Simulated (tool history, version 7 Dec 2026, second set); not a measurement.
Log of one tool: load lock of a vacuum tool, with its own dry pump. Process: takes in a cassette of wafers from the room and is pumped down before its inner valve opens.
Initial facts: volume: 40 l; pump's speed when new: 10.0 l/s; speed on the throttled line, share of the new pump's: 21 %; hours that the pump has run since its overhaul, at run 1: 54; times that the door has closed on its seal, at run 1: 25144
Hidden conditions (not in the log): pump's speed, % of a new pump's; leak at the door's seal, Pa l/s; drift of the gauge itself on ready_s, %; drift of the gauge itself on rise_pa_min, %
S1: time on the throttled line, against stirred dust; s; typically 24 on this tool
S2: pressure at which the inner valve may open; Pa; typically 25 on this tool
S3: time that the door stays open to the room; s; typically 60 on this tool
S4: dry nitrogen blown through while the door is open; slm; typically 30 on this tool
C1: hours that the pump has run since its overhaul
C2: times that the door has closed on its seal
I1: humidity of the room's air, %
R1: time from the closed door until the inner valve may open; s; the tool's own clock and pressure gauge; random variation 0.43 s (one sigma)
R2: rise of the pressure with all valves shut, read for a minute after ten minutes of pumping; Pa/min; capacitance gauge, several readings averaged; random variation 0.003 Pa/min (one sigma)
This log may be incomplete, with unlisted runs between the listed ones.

run    hour  S1  S2   S3  S4    C1     C2    I1    R1     R2
  1     0.0  24  25   60  30    54  25144  44.3  52.3  0.129
  2   163.9  24  25   43  30   218  25582  42.2  52.2  0.137
  3   324.1  24  25   43  30   378  26011  45.1  53.3  0.140
  4   556.3  24  25   43  30   610  26632  41.1  52.8  0.132
  5   716.0  24  25   60  30   770  27059  44.4  52.8  0.147
  6   866.3  24  25   60  30   920  27461  47.1  52.1  0.146
  7  1095.9  24  25   60  30  1150  28075  46.6  53.0  0.156
  8  1338.5  24  25   60  30  1392  28724  44.8  52.6  0.161
  9  1608.0  24  25   60   9  1662  29445  45.0  52.8  0.173
 10  1756.2  24  25   60  30  1810  29842  43.6  53.6  0.161
 11  2014.1  24  25   60  30  2068  30531  43.6  52.4  0.169
 12  2143.4  24  25   60  30  2197  30877  46.3  52.8  0.169
 13  2405.0  24  25   60  30  2459  31577  42.3  53.5  0.178
 14  2647.8  24  25  171  30  2702  32227  49.3  54.4  0.185
 15  2766.3  24  27   60  30  2820  32543  46.7  53.4  0.189
 16  2888.0  24  25   50  30  2942  32869  43.3  54.1  0.181
 17  3060.9  24  25   50  30  3115  33332  48.0  53.1  0.195
 18  3309.0  24  25   50  30  3363  33995  41.1  53.8  0.194
 19  3423.8  24  25   50  30  3478  34302  45.6  53.7  0.201
 20  3673.6  24  21  166  35  3728  34970  46.3  54.1  0.211
 21  3788.3  24  21  166  35  3842  35277  48.0  54.5  0.213
 22  4013.0  24  21  166  35  4067  35878  45.3  54.3  0.218
 23  4152.7  24  20   37  30  4207  36252  44.5  56.2  0.208
 24  4344.3  24  39   37  38  4398  36765  49.1  51.9  0.213
 25  4455.6  24  39   37  38  4510  37062  46.5  51.5  0.216
 26  4587.2  30  25   29  30  4641  37414  44.2  58.8  0.215
 27  4807.3  30  25   29  30  4861  38003  46.9  59.7  0.227
 28  5004.4  36  25   40  30  5058  38530  47.6  64.2  0.224
 29  5209.2  14  46  182  28  5263  39078  46.6  44.7  0.255
 30  5392.5  37  32  182  28  5446  39569  45.5  63.9  0.247
 31  5609.6  37  32  182  28  5664  40149  42.2  63.1  0.254
 32  5753.7  37  32  182  28  5808  40535  45.4  63.3  0.260
 33  5998.8  37  24  182  11  6053  41190  46.2  65.9  0.286
 34  6182.0  24  45  170  30  6236  41680  46.9  51.6  0.264

What if the next run were any one of these 4? Each begins from the tool's condition after run 34:
  A  6408.1  36  19   60   6  6462  42285  45.6   ?   ?
  B  6408.1  24  45   39  30  6462  42285  47.5   ?   ?
  C  6408.1  24  25   42  19  6462  42285  42.9   ?   ?
  D  6408.1  24  25  232  30  6462  42285  48.3   ?   ?

run    R1     R2
  A  65.7  0.287
  B  51.8  0.266
  C  55.6  0.275
  D  55.4  0.280
With the hidden condition removed and each run's random variation left untouched, the same runs would have given:
run    R1     R2
  A  63.1  0.038
  B  49.4  0.016
  C  52.8  0.026
  D  52.6  0.032

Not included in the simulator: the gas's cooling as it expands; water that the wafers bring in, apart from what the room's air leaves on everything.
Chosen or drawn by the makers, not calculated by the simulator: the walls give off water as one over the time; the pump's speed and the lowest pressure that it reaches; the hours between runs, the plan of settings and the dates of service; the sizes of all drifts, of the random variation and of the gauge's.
